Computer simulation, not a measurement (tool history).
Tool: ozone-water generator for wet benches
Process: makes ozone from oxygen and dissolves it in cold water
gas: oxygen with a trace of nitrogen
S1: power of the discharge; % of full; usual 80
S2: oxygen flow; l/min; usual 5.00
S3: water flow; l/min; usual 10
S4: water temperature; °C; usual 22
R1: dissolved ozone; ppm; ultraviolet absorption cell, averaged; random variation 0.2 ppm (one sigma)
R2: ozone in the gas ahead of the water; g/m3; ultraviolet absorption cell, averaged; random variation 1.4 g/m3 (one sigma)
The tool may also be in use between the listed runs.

run,hour,S1,S2,S3,S4,R1,R2
1,0.0,80,5.00,10,22,28.7,252.4
2,38.2,80,5.00,10,22,28.6,253.6
3,73.4,80,5.00,10,18,30.8,252.3
4,119.8,80,3.66,10,22,28.5,290.3
5,175.5,71,3.66,10,22,26.0,260.6
6,211.4,71,3.66,10,22,25.8,264.2
7,257.6,80,5.00,10,22,28.3,253.2
8,288.3,80,5.00,10,22,28.3,250.8
9,341.7,80,5.00,10,22,28.4,252.0
10,366.9,80,3.32,10,22,28.8,305.1
11,397.5,80,6.13,10,22,27.6,228.5
12,441.9,80,6.13,10,22,27.9,230.3
13,502.9,80,6.13,10,16,31.2,229.3
14,558.9,80,6.13,10,16,31.3,228.6
15,590.8,80,5.00,10,17,31.4,252.6
16,616.5,80,5.00,10,17,31.1,252.8

Run 17 comes next. What will it give?
17,644.6,80,5.00,10,17,?,?

{"run 17": {"R1": 31.5, "R2": 247.7}}
Without the tool's hidden state the same run would have given R1 31.5 ppm, R2 247.8 g/m3.
